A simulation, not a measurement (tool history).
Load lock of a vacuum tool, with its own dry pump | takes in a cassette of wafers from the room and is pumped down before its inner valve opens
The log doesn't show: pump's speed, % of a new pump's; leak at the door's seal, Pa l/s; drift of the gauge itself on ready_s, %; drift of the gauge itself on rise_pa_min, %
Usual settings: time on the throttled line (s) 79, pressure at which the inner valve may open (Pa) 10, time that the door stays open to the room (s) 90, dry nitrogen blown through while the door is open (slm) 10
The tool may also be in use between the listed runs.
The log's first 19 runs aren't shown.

run,hour,time on the throttled line (s),pressure at which the inner valve may open (Pa),time that the door stays open to the room (s),dry nitrogen blown through while the door is open (slm),hours that the pump has run since its overhaul,times that the door has closed on its seal,"incoming humidity of the room's air, %",time from the closed door until the inner valve may open (s),rise of the pressure with all valves shut (Pa/min)
20,2864.4,79,10,30,16,8719,7950,46.5,141.6,0.057
21,2977.5,79,10,71,10,8832,8244,41.8,142.7,0.068
22,3132.1,79,10,71,10,8987,8646,44.4,142.9,0.079
23,3227.2,79,10,71,10,9082,8893,43.1,142.2,0.072
24,3379.2,120,11,35,11,9234,9287,45.7,174.1,0.074
25,3513.4,120,11,63,15,9368,9636,43.8,175.1,0.074
26,3671.1,120,12,63,4,9526,10046,40.9,174.7,0.097
27,3809.1,120,12,63,4,9664,10404,44.5,175.5,0.099
28,3912.1,45,16,70,4,9767,10672,46.8,111,0.106
29,4071.9,79,10,38,26,9927,11087,46.9,143.5,0.077
30,4233.8,140,10,90,10,10089,11508,41.9,193.9,0.092
31,4349.5,140,10,157,24,10204,11808,48.8,193.7,0.094
32,4450.4,140,10,157,24,10305,12070,44.6,192.8,0.1
33,4605.9,79,17,113,10,10461,12474,44.3,138.6,0.11
34,4754.5,77,10,90,10,10609,12861,47.3,142.2,0.111
35,4868.6,63,10,229,11,10723,13157,45.2,130.2,0.128
36,5067.3,79,8,66,5,10922,13673,45.4,145.6,0.127
37,5164.3,56,15,45,18,11019,13925,43.8,121.9,0.111

3 ways to go on from here, each from the tool as it stands after run 37. What would each give?
A,5261.2,56,18,45,28,11116,14177,47.1,?,?
B,5261.2,126,15,45,18,11116,14177,45.1,?,?
C,5261.2,56,15,133,18,11116,14177,43.1,?,?

run,time from the closed door until the inner valve may open (s),rise of the pressure with all valves shut (Pa/min)
A,120.5,0.113
B,177.8,0.107
C,121.8,0.113
Without the tool's hidden state the same runs would have given:
run,time from the closed door until the inner valve may open (s),rise of the pressure with all valves shut (Pa/min)
A,115.6,0.016
B,173.8,0.01
C,116.8,0.015
